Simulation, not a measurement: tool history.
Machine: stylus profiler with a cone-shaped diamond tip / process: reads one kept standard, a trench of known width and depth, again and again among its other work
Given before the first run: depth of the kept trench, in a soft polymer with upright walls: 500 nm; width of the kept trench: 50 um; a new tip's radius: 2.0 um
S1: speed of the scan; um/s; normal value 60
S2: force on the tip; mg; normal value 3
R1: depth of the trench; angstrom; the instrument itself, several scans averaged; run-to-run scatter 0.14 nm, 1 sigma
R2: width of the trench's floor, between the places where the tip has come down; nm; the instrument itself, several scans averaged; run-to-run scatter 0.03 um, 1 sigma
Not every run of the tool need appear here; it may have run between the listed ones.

run,hour,S1,S2,R1,R2
1,0,60,3,5058.8,46970
2,61.3,60,3,5058.2,46830
3,122.6,16,3,5060,47070
4,159.5,16,7.27,5106.2,47160
5,196.5,60,3,5057.2,46860
6,264.9,60,3,5054.6,46830
7,328.3,60,3,5054.7,46770
8,364.4,60,3,5053,46690
9,428,117,3,5051,46350
10,473.8,15,3,5049.2,46910
11,537.9,15,3,5050.6,46920
12,598.7,15,3,5051.3,46880
13,639.4,173,7.59,5101.4,46340
14,673.5,129,6.24,5087.5,46460
15,710.9,42,2.75,5047.7,46660
16,762.9,42,2.75,5045.1,46690
17,831.3,42,2.75,5045.3,46580
18,897.1,108,1.62,5030.8,45950
19,961.9,198,1.74,5029.1,45300
20,1019.3,165,2.88,5042.4,45860
21,1061.7,165,2.88,5042.5,45780

5 ways to go on from here, each from the tool as it stands after run 21. What would each give?
A,1108.3,82,2.15,?,?
B,1108.3,18,3.56,?,?
C,1108.3,17,1.76,?,?
D,1108.3,50,3.13,?,?
E,1108.3,96,3,?,?

run,R1,R2
A,5031.7,46210
B,5052.3,46720
C,5026.9,46530
D,5046.8,46450
E,5044.5,46150
With no hidden state in the tool, these same runs would have given:
run,R1,R2
A,5046.4,46850
B,5067,47360
C,5041.6,47170
D,5061.5,47090
E,5059.2,46790
